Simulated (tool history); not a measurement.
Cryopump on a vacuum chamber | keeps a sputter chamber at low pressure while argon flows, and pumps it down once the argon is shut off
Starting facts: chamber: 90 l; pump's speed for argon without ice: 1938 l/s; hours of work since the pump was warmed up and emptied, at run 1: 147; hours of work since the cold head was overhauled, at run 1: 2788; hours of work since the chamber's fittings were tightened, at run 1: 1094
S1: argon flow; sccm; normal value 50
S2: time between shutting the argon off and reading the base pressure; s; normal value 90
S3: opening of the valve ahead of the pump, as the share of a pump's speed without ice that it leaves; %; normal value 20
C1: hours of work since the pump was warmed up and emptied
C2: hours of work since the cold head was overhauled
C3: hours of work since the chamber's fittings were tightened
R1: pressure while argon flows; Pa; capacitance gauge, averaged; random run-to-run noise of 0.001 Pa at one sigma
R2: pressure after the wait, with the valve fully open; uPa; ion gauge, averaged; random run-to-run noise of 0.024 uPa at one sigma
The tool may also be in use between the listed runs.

| run | hour | S1 | S2 | S3 | C1 | C2 | C3 | R1 | R2 |
|---|---|---|---|---|---|---|---|---|---|
| 1 | 0.0 | 50 | 90 | 20 | 147 | 2788 | 1094 | 0.2209 | 1.31 |
| 2 | 67.3 | 50 | 115 | 20 | 193 | 2834 | 1140 | 0.2222 | 1.14 |
| 3 | 125.0 | 50 | 115 | 20 | 232 | 2873 | 1179 | 0.2238 | 1.17 |
| 4 | 199.4 | 50 | 115 | 20 | 283 | 2924 | 1229 | 0.2234 | 1.17 |
|  | 254.3 | pump warmed up, emptied and cooled again |
| 5 | 299.9 | 50 | 115 | 20 | 31 | 2989 | 1294 | 0.2198 | 1.15 |
| 6 | 404.3 | 50 | 90 | 20 | 102 | 3060 | 1365 | 0.2218 | 1.35 |
| 7 | 530.1 | 50 | 90 | 20 | 187 | 3145 | 1451 | 0.2221 | 1.43 |
| 8 | 594.4 | 50 | 113 | 20 | 231 | 3189 | 1494 | 0.2227 | 1.25 |
| 9 | 711.0 | 50 | 113 | 20 | 310 | 3268 | 1574 | 0.2250 | 1.37 |
|  | 727.0 | pump warmed up, emptied and cooled again |
| 10 | 787.3 | 52 | 90 | 20 | 41 | 3316 | 1622 | 0.2294 | 1.44 |
| 11 | 854.2 | 50 | 62 | 20 | 86 | 3362 | 1668 | 0.2204 | 1.80 |
| 12 | 953.0 | 50 | 62 | 20 | 154 | 3429 | 1735 | 0.2220 | 1.79 |
| 13 | 1047.5 | 50 | 62 | 20 | 218 | 3493 | 1799 | 0.2234 | 1.92 |
| 14 | 1134.4 | 50 | 32 | 21 | 277 | 3552 | 1858 | 0.2136 | 2.87 |
|  | 1203.8 | pump warmed up, emptied and cooled again |
| 15 | 1264.7 | 50 | 61 | 32 | 41 | 3637 | 1943 | 0.1379 | 1.87 |
| 16 | 1390.5 | 99 | 71 | 47 | 127 | 3723 | 2029 | 0.1911 | 1.77 |
| 17 | 1462.7 | 30 | 50 | 20 | 176 | 3772 | 2078 | 0.1330 | 2.19 |
| 18 | 1542.7 | 59 | 297 | 20 | 230 | 3826 | 2132 | 0.2637 | 1.18 |
| 19 | 1602.8 | 59 | 297 | 20 | 271 | 3867 | 2173 | 0.2656 | 1.17 |
|  | 1673.6 | pump warmed up, emptied and cooled again |
| 20 | 1719.8 | 59 | 297 | 20 | 31 | 3943 | 2249 | 0.2600 | 1.13 |
| 21 | 1827.2 | 59 | 297 | 20 | 104 | 4016 | 2322 | 0.2607 | 1.21 |
| 22 | 1947.1 | 21 | 90 | 24 | 186 | 4098 | 2403 | 0.0787 | 1.81 |
| 23 | 2060.5 | 21 | 90 | 24 | 263 | 4175 | 2480 | 0.0783 | 1.76 |
|  | 2146.9 | pump warmed up, emptied and cooled again |
| 24 | 2157.4 | 47 | 90 | 33 | 7 | 4237 | 2543 | 0.1269 | 1.85 |
|  | 2214.3 | leaking fittings of the chamber tightened, without venting |
| 25 | 2246.3 | 50 | 90 | 36 | 66 | 4296 | 22 | 0.1237 | 0.93 |
| 26 | 2313.3 | 39 | 45 | 20 | 112 | 4342 | 67 | 0.1733 | 1.67 |

Below are 3 alternative next runs, each starting from the tool's condition after run 26. Predict each:
| A | 2370.5 | 50 | 90 | 41 | 151 | 4381 | 106 | ? | ? |
| B | 2370.5 | 50 | 65 | 60 | 151 | 4381 | 106 | ? | ? |
| C | 2370.5 | 81 | 45 | 23 | 151 | 4381 | 106 | ? | ? |

| run | R1 | R2 |
|---|---|---|
| A | 0.1121 | 0.97 |
| B | 0.0770 | 1.21 |
| C | 0.3140 | 1.66 |
Without the tool's unlogged condition, the same runs would have read:
| run | R1 | R2 |
|---|---|---|
| A | 0.1072 | 0.88 |
| B | 0.0722 | 1.12 |
| C | 0.3061 | 1.58 |
